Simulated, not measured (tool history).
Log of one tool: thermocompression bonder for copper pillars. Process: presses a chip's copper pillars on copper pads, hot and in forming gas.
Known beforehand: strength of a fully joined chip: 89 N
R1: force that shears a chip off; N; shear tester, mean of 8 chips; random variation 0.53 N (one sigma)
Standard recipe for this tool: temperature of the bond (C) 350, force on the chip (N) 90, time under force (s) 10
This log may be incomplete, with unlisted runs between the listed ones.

{"run": 1, "hour": 0.0, "temperature of the bond (C)": 350, "force on the chip (N)": 90, "time under force (s)": 10, "R1": 54.5}
{"run": 2, "hour": 34.8, "temperature of the bond (C)": 350, "force on the chip (N)": 90, "time under force (s)": 10, "R1": 55}
{"run": 3, "hour": 56.5, "temperature of the bond (C)": 350, "force on the chip (N)": 90, "time under force (s)": 10, "R1": 54.8}
{"run": 4, "hour": 85.5, "temperature of the bond (C)": 350, "force on the chip (N)": 90, "time under force (s)": 10, "R1": 53.3}
{"run": 5, "hour": 123.4, "temperature of the bond (C)": 350, "force on the chip (N)": 90, "time under force (s)": 10, "R1": 53.3}
{"run": 6, "hour": 142.0, "temperature of the bond (C)": 350, "force on the chip (N)": 90, "time under force (s)": 10, "R1": 52.6}
{"hour": 155.4, "done": "forming gas filter changed"}
{"run": 7, "hour": 175.6, "temperature of the bond (C)": 350, "force on the chip (N)": 90, "time under force (s)": 10, "R1": 59.4}
{"run": 8, "hour": 195.9, "temperature of the bond (C)": 350, "force on the chip (N)": 90, "time under force (s)": 10, "R1": 57.7}
{"run": 9, "hour": 220.7, "temperature of the bond (C)": 350, "force on the chip (N)": 90, "time under force (s)": 28, "R1": 73.8}
{"run": 10, "hour": 236.8, "temperature of the bond (C)": 350, "force on the chip (N)": 90, "time under force (s)": 27, "R1": 72.5}
{"run": 11, "hour": 272.1, "temperature of the bond (C)": 350, "force on the chip (N)": 90, "time under force (s)": 27, "R1": 72.8}
{"run": 12, "hour": 307.3, "temperature of the bond (C)": 350, "force on the chip (N)": 90, "time under force (s)": 27, "R1": 72.3}
{"run": 13, "hour": 336.9, "temperature of the bond (C)": 350, "force on the chip (N)": 90, "time under force (s)": 27, "R1": 73.5}
{"hour": 341.2, "done": "heater calibrated with a thermocouple chip"}
{"run": 14, "hour": 362.6, "temperature of the bond (C)": 350, "force on the chip (N)": 90, "time under force (s)": 27, "R1": 73.9}
{"run": 15, "hour": 385.3, "temperature of the bond (C)": 350, "force on the chip (N)": 90, "time under force (s)": 27, "R1": 74.5}
{"run": 16, "hour": 402.3, "temperature of the bond (C)": 350, "force on the chip (N)": 89, "time under force (s)": 27, "R1": 73.8}
{"run": 17, "hour": 428.4, "temperature of the bond (C)": 350, "force on the chip (N)": 89, "time under force (s)": 27, "R1": 73.9}
{"run": 18, "hour": 466.7, "temperature of the bond (C)": 350, "force on the chip (N)": 89, "time under force (s)": 27, "R1": 74.1}
{"run": 19, "hour": 483.4, "temperature of the bond (C)": 347, "force on the chip (N)": 66, "time under force (s)": 27, "R1": 62.1}
{"hour": 492.3, "done": "heater calibrated with a thermocouple chip, once more"}
{"run": 20, "hour": 517.7, "temperature of the bond (C)": 347, "force on the chip (N)": 66, "time under force (s)": 6, "R1": 30.8}
{"run": 21, "hour": 539.2, "temperature of the bond (C)": 350, "force on the chip (N)": 71, "time under force (s)": 12, "R1": 43.4}
{"run": 22, "hour": 577.8, "temperature of the bond (C)": 324, "force on the chip (N)": 91, "time under force (s)": 12, "R1": 41.7}
{"run": 23, "hour": 606.1, "temperature of the bond (C)": 324, "force on the chip (N)": 82, "time under force (s)": 10, "R1": 35.1}
{"run": 24, "hour": 623.8, "temperature of the bond (C)": 322, "force on the chip (N)": 90, "time under force (s)": 14, "R1": 42.5}
{"run": 25, "hour": 648.9, "temperature of the bond (C)": 322, "force on the chip (N)": 90, "time under force (s)": 14, "R1": 42.2}
{"run": 26, "hour": 688.0, "temperature of the bond (C)": 350, "force on the chip (N)": 65, "time under force (s)": 10, "R1": 37.9}
{"run": 27, "hour": 708.8, "temperature of the bond (C)": 354, "force on the chip (N)": 65, "time under force (s)": 9, "R1": 38.1}
{"run": 28, "hour": 745.1, "temperature of the bond (C)": 367, "force on the chip (N)": 98, "time under force (s)": 27, "R1": 73.3}
{"run": 29, "hour": 766.4, "temperature of the bond (C)": 367, "force on the chip (N)": 64, "time under force (s)": 10, "R1": 43.8}
{"run": 30, "hour": 791.9, "temperature of the bond (C)": 367, "force on the chip (N)": 64, "time under force (s)": 10, "R1": 43}
{"hour": 794.7, "done": "forming gas filter changed"}
{"run": 31, "hour": 827.6, "temperature of the bond (C)": 360, "force on the chip (N)": 64, "time under force (s)": 14, "R1": 50.1}
{"run": 32, "hour": 865.7, "temperature of the bond (C)": 360, "force on the chip (N)": 64, "time under force (s)": 14, "R1": 49.9}

A few steps of R1 between consecutive runs. Split each: what settings, incoming material and random variation would produce without the hidden state, and what is left over for the hidden state, along with gauge scatter present in only one of the two compared results (measured, and without hidden state):
Hidden state at play: true temperature of the bond over the reading, C; force that reaches the chip, % of what is set; oxide that the forming gas leaves, % of the face; drift of the gauge itself on shear_n, %.
Run 6 -> 7: forming gas filter changed. R1 +6.8 N: hidden state +5.3, all else +1.5.
Run 19 -> 20: time under force (s) 27 -> 6, heater calibrated with a thermocouple chip, once more. R1 -31.3 N: hidden state -8.2, all else -23.1.
Run 27 -> 28: temperature of the bond (C) 354 -> 367, force on the chip (N) 65 -> 98, time under force (s) 9 -> 27. R1 +35.2 N: hidden state -3.3, all else +38.5.
Run 28 -> 29: force on the chip (N) 98 -> 64, time under force (s) 27 -> 10. R1 -29.5 N: hidden state +2.6, all else -32.1.
Run 30 -> 31: temperature of the bond (C) 367 -> 360, time under force (s) 10 -> 14, forming gas filter changed. R1 +7.1 N: hidden state +3.8, all else +3.3.

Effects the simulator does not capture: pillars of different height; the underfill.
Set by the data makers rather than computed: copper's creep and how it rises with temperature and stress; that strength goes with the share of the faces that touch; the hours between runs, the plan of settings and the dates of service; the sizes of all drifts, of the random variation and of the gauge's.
